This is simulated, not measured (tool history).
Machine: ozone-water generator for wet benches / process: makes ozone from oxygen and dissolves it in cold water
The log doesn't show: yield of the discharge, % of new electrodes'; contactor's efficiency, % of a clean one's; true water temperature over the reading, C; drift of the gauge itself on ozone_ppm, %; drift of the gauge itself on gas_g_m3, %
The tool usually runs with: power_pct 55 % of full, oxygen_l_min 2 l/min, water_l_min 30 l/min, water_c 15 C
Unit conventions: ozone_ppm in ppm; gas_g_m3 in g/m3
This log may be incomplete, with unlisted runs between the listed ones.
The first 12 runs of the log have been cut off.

run	day	power_pct	oxygen_l_min	water_l_min	water_c	hours of work since the electrodes were changed	hours of work since the contactor was cleaned	hours of work since the thermometer was calibrated	ozone_ppm	gas_g_m3
13	12.408	76	2	31	15	1329	5939	330	5.72	152.1
# day 13.204: contactor cleaned
14	13.921	55	2	30	15	1358	15	359	5.02	126.6
15	15.204	55	2	30	15	1386	43	387	5	127.5
16	15.979	55	2	30	15	1402	59	403	4.92	127.6
17	17.338	55	2	26	19	1431	88	432	5.63	127.5
18	18.35	55	3.53	26	19	1453	110	454	6.49	95.5
19	19.675	74	2.92	30	15	1481	139	482	6.59	125.8
20	21.067	74	2.92	30	15	1511	168	512	6.63	124.8
21	22.125	74	2.92	30	15	1534	191	535	6.63	123.1
22	22.821	74	2.92	30	15	1549	206	550	6.66	123.8
23	23.771	74	2.92	30	15	1569	226	570	6.6	124.4
24	24.642	74	2.34	30	15	1588	245	589	6.25	139.3
25	25.775	74	2.34	30	15	1612	269	613	6.19	137.7
26	26.733	83	1.76	24	10	1632	290	633	7.72	168.4
27	27.442	83	1.76	24	10	1648	305	649	7.69	170.1
28	28.379	83	1.76	24	10	1668	325	669	7.72	169.1
29	29.188	83	1.76	24	10	1685	342	686	7.74	166.4
30	30.075	55	2	30	19	1704	361	705	4.88	126.7
31	30.662	79	2.93	40	13	1717	374	718	5.2	128
32	31.996	79	2.93	40	13	1745	402	746	5.14	127.5

Predict each of these 3 candidate next runs independently; none follows another, all start after run 32:
A	32.638	69	2	20	8	1759	416	760	?	?
B	32.638	81	2.93	26	9	1759	416	760	?	?
C	32.638	42	2.93	36	20	1759	416	760	?	?

run	ozone_ppm	gas_g_m3
A	8.97	143.5
B	8.38	130.9
C	3.88	90.9
Without the tool's hidden state the same runs would have given:
run	ozone_ppm	gas_g_m3
A	8.97	143.6
B	8.39	131
C	3.88	91
